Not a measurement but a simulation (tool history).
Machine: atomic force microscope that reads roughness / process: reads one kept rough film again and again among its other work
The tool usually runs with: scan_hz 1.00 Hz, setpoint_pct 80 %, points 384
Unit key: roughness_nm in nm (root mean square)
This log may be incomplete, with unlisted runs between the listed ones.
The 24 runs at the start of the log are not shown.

run,hour,scan_hz,setpoint_pct,points,pictures with this tip,hours of work since the height scale was calibrated,roughness_nm
25,696.9,1.00,80,384,57,943,2.686
26,738.7,1.00,80,384,93,963,2.509
27,766.0,1.00,63,384,117,976,2.531
28,793.9,1.00,63,384,141,989,2.419
29,823.3,1.08,80,384,166,1003,2.212
30,845.3,0.85,63,276,186,1013,2.246
31,883.1,0.76,88,326,218,1031,2.047
# hour 892.3: new tip fitted
32,924.7,0.76,80,471,28,1051,2.901
33,956.2,0.76,80,471,55,1066,2.759
34,978.7,1.58,80,742,75,1077,2.530
35,1014.5,1.58,80,742,106,1094,2.389
# hour 1043.6: height scale calibrated on a step standard
36,1052.3,2.62,80,384,138,4,2.038
37,1090.8,1.38,78,287,172,22,2.107
38,1126.8,1.38,78,287,203,40,2.008
# hour 1155.4: new tip fitted
39,1169.6,3.98,55,484,13,60,2.909
40,1201.0,3.76,55,304,40,75,2.739

Expected results for the next run?
41,1243.8,0.60,76,431,77,95,?

roughness_nm: 2.659 nm (root mean square)
The same run, on a tool lacking any hidden state, would have yielded roughness_nm 3.083 nm (root mean square).
